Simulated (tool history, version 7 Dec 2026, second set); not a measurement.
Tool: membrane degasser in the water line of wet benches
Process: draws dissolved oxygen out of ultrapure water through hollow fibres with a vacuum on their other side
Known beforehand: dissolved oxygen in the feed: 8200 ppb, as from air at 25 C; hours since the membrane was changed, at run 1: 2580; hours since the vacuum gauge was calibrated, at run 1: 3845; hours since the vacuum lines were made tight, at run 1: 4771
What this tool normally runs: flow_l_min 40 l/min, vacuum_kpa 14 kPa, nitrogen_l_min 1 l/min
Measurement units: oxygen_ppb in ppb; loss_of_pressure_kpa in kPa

run    hour  flow_l_min  vacuum_kpa  nitrogen_l_min  hours since the membrane was changed  hours since the vacuum gauge was calibrated  hours since the vacuum lines were made tight  oxygen_ppb  loss_of_pressure_kpa
  1       0          40          14               1                                  2580                                         3845                                          4771       824.6                 31.69
  2   199.4          40        18.2               1                                  2779                                         4044                                          4970      1100.3                 31.83
      331.9  -- vacuum gauge calibrated
  3   379.5          40        18.2               1                                  2959                                           48                                          5150      1088.8                 31.82
  4     661          40        18.2               1                                  3240                                          329                                          5431      1086.1                 31.88
  5     896          40        18.2               1                                  3475                                          564                                          5666      1088.7                 31.61
  6  1202.4          40        18.2               1                                  3781                                          870                                          5972      1097.6                 32.07
  7  1453.7          40          10               1                                  4033                                         1122                                          6224       538.2                 32.11
  8  1762.9          40          10               1                                  4342                                         1431                                          6533       538.6                 32.36
  9  2050.1          40        10.7               1                                  4629                                         1718                                          6820       584.9                 32.27
 10    2247          40        10.7               1                                  4826                                         1915                                          7017       587.5                 32.03
 11  2388.6          40        10.7               1                                  4968                                         2057                                          7159       589.7                 32.09
 12  2551.5          40        10.7               1                                  5131                                         2220                                          7322       588.2                 32.46
 13  2724.3          40        10.7               1                                  5303                                         2392                                          7494       590.8                 32.37
     2850.9  -- seals of the vacuum lines changed
 14  2921.4          40        10.7               1                                  5498                                         2587                                            70         590                 32.37
 15  3134.9          40        10.7               1                                  5712                                         2801                                           284       590.6                 32.12
 16  3281.2          40        10.7               1                                  5858                                         2947                                           430       588.7                 32.32
 17  3515.4          55        22.1            2.92                                  6092                                         3181                                           664       779.4                 44.57
 18  3819.5          32          14            1.12                                  6397                                         3486                                           969       629.6                 26.15
 19    4119          60        30.7            1.12                                  6696                                         3785                                          1268      2212.5                 48.55
 20  4268.9          60          27            0.84                                  6846                                         3935                                          1418      2363.2                 48.85
 21  4466.8          60          27            0.84                                  7044                                         4133                                          1616      2362.2                 49.06
     4496.2  -- vacuum gauge calibrated
 22  4723.2          45        15.3            0.84                                  7300                                          227                                          1872      1108.8                 36.81
 23  4994.7          40        13.3            0.58                                  7571                                          498                                          2143      1118.4                  32.7
 24  5144.1          47        11.8            1.01                                  7721                                          648                                          2293       749.6                 38.71
 25    5374          48          14            1.26                                  7951                                          878                                          2523       800.3                 39.12
 26  5645.2          48          14            1.26                                  8222                                         1149                                          2794       801.2                 39.36
 27  5907.2          47          14            0.51                                  8484                                         1411                                          3056      1421.4                 38.87
 28  6187.1          45          14            0.51                                  8764                                         1691                                          3336        1389                 37.31
 29  6440.2          40        33.6               1                                  9017                                         1944                                          3589      1975.4                 33.27
 30  6756.4          24          14               1                                  9333                                         2260                                          3905       543.5                 19.76
 31  7041.6          27        31.2            0.81                                  9618                                         2545                                          4190      1620.7                 22.41

Hidden condition of the tool, last listed run before each entry between runs versus first listed run after:
From run 2 to run 3: vacuum gauge calibrated (hour 331.9)
  membrane still open, %: 98.3 -> 98.2; true pressure behind the membrane over the reading, kPa: 0.18 -> 0.02; air that leaks in behind the membrane, l/min: 0.0107 -> 0.011
  measured result minus the result with no hidden state, oxygen_ppb: +13.5 -> +3.6 ppb; loss_of_pressure_kpa: +0.53 -> +0.57 kPa
From run 13 to run 14: seals of the vacuum lines changed (hour 2850.9)
  membrane still open, %: 96.9 -> 96.8; true pressure behind the membrane over the reading, kPa: 0.09 -> 0.1; air that leaks in behind the membrane, l/min: 0.0144 -> 0.0037
  measured result minus the result with no hidden state, oxygen_ppb: +9.9 -> +9.9 ppb; loss_of_pressure_kpa: +1.01 -> +1.05 kPa
From run 21 to run 22: vacuum gauge calibrated (hour 4496.2)
  membrane still open, %: 95.9 -> 95.7; true pressure behind the membrane over the reading, kPa: 0.15 -> 0.02; air that leaks in behind the membrane, l/min: 0.0059 -> 0.0063
  measured result minus the result with no hidden state, oxygen_ppb: +16.7 -> +5.7 ppb; loss_of_pressure_kpa: +2.03 -> +1.57 kPa
